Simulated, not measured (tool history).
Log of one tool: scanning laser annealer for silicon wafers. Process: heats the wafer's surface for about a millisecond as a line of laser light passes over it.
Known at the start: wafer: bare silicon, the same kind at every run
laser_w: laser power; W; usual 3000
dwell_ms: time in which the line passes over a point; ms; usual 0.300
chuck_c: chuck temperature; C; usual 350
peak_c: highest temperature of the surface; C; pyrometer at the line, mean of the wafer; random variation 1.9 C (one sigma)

run,hour,laser_w,dwell_ms,chuck_c,peak_c
1,0.0,3000,0.300,350,1096
2,26.0,3000,0.300,350,1095
3,60.5,3000,0.250,350,1020
4,77.9,3000,0.250,350,1019
5,102.4,3000,0.250,350,1019
6,122.5,3000,0.300,327,1069
7,152.5,3000,0.300,327,1068
8,182.9,2603,0.300,350,975
9,214.3,3109,0.275,350,1083
# hour 229.2: optics aligned, line set to its width
10,247.3,3035,0.249,350,1026
11,266.5,3035,0.249,350,1027

The next listed run, before its measurement:
12,292.0,3000,0.358,383,?

peak_c: 1204 C
Without the tool's hidden state the same run would have given peak_c 1216 C.
